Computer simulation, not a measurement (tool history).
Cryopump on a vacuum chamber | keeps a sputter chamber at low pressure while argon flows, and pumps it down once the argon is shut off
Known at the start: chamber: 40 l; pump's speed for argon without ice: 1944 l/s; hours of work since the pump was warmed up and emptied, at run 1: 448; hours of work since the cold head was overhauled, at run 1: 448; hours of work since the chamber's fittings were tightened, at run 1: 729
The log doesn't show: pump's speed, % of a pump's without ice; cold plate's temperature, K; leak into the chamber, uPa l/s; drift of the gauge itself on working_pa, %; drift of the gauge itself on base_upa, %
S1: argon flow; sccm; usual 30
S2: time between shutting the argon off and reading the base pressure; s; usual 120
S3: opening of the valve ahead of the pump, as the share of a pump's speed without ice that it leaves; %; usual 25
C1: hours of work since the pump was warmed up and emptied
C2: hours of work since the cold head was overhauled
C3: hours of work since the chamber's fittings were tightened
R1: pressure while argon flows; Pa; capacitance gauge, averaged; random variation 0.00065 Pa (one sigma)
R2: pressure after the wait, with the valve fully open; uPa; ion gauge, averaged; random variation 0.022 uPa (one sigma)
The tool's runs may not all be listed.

run   hour  S1   S2  S3   C1   C2   C3      R1    R2
  1      0  30  120  25  448  448  729  0.1081  1.17
  2    7.8  30  120  25  454  454  735  0.1098  1.11
  3   22.5  14  120  25  467  467  748  0.0506  1.15
  4   36.2  14  120  25  479  479  760  0.0507  1.12
  5   50.4  14  120  25  492  492  772  0.0514  1.17
  6   62.9  14  120  25  503  503  783  0.0508  1.17
  7   75.4  14  120  25  513  513  794  0.0504  1.19
  8   82.4  14  155  25  520  520  800    0.05  1.15
  9   89.7  14  155  25  526  526  807  0.0514  1.11
 10  103.3  14  155  25  538  538  819  0.0506  1.12
 11  118.3  30  120  25  551  551  832  0.1096  1.26
 12  130.5  30  120  25  562  562  842  0.1109  1.21
 13  142.5  12  102  39  572  572  853   0.029   1.3
 14    152  32   28  20  580  580  861  0.1462  2.49
 15  160.1  34   32  31  587  587  868  0.1026  2.34
 16  167.9  17   55  18  594  594  875   0.086  1.65
 17  177.4  17   55  18  603  603  883  0.0852  1.75
 18  184.9  17   55  18  609  609  890  0.0862  1.71
 19  192.9  57   32  18  616  616  897  0.2875  2.32
 20    201  37   25  44  623  623  904  0.0808  2.84
 21  212.4  37   25  44  633  633  914  0.0826  2.77

5 ways to go on from here, each from the tool as it stands after run 21. What would each give?
  A  224.8  27  120  53  644  644  925   ?   ?
  B  224.8  26  268  46  644  644  925   ?   ?
  C  224.8  23  107  28  644  644  925   ?   ?
  D  224.8  37   49  44  644  644  925   ?   ?
  E  224.8  30   24  26  644  644  925   ?   ?

run      R1    R2
  A  0.0503  1.34
  B  0.0551  1.15
  C  0.0774  1.35
  D  0.0822  1.89
  E  0.1083  2.79
Without the tool's hidden state the same runs would have given:
run      R1    R2
  A   0.044  0.54
  B   0.049  0.33
  C   0.072  0.58
  D  0.0736  1.09
  E  0.1013  1.99
